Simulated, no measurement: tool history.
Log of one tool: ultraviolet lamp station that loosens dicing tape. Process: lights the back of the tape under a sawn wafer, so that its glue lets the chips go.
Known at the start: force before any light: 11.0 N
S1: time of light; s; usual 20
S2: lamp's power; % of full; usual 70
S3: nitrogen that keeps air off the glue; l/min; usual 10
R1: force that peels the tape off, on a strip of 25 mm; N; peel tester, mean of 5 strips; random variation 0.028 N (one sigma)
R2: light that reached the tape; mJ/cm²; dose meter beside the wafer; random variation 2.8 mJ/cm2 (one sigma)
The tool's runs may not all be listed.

| run | hour | S1 | S2 | S3 | R1 | R2 |
|---|---|---|---|---|---|---|
| 1 | 0 | 20 | 70 | 10 | 1.611 | 371 |
| 2 | 11.5 | 20 | 77 | 10 | 1.375 | 399 |
| 3 | 22.8 | 20 | 77 | 10 | 1.43 | 397 |
| 4 | 28.6 | 20 | 77 | 10 | 1.399 | 400 |
| 5 | 39 | 20 | 70 | 10 | 1.713 | 361 |
| 6 | 48.8 | 20 | 70 | 13 | 1.507 | 359 |
| 7 | 61 | 20 | 70 | 13 | 1.518 | 360 |
| 8 | 70.2 | 20 | 70 | 6 | 2.072 | 358 |
| 9 | 81.7 | 20 | 70 | 6 | 2.095 | 360 |
| 10 | 91 | 20 | 70 | 6 | 2.016 | 356 |
| 11 | 104.5 | 20 | 70 | 6 | 2.07 | 360 |
| 12 | 118.2 | 20 | 70 | 6 | 2.017 | 355 |
| 13 | 128.7 | 20 | 70 | 6 | 2.135 | 352 |
| 14 | 136.2 | 20 | 70 | 10 | 1.73 | 353 |
| 15 | 149.1 | 20 | 70 | 10 | 1.71 | 350 |
| 16 | 155.3 | 38 | 73 | 6 | 0.555 | 703 |
|  | 160.5 | window cleaned of glue's vapour |
| 17 | 169.1 | 20 | 97 | 8 | 0.873 | 525 |
| 18 | 182.1 | 20 | 64 | 14 | 1.609 | 345 |
| 19 | 190.9 | 20 | 64 | 14 | 1.61 | 344 |
| 20 | 204.5 | 20 | 64 | 14 | 1.622 | 341 |
| 21 | 212.5 | 15 | 62 | 10 | 2.95 | 250 |
| 22 | 219.5 | 15 | 62 | 10 | 2.918 | 248 |
| 23 | 229.7 | 15 | 86 | 11 | 1.741 | 344 |
| 24 | 242 | 15 | 85 | 15 | 1.566 | 342 |
| 25 | 251.2 | 35 | 70 | 10 | 0.514 | 641 |
| 26 | 257.3 | 31 | 70 | 9 | 0.667 | 572 |
| 27 | 269.3 | 31 | 76 | 9 | 0.591 | 619 |
| 28 | 282.3 | 31 | 76 | 9 | 0.599 | 613 |
| 29 | 291.9 | 12 | 87 | 14 | 2.256 | 273 |

5 ways to go on from here, each from the tool as it stands after run 29. What would each give?
| A | 302.5 | 20 | 76 | 7 | ? | ? |
| B | 302.5 | 12 | 87 | 6 | ? | ? |
| C | 302.5 | 20 | 97 | 10 | ? | ? |
| D | 302.5 | 37 | 92 | 14 | ? | ? |
| E | 302.5 | 20 | 86 | 10 | ? | ? |

| run | R1 | R2 |
|---|---|---|
| A | 1.55 | 396 |
| B | 2.91 | 272 |
| C | 0.883 | 507 |
| D | 0.281 | 885 |
| E | 1.116 | 448 |
Without the tool's hidden state the same runs would have given:
| run | R1 | R2 |
|---|---|---|
| A | 1.306 | 434 |
| B | 2.572 | 299 |
| C | 0.726 | 557 |
| D | 0.26 | 972 |
| E | 0.922 | 492 |
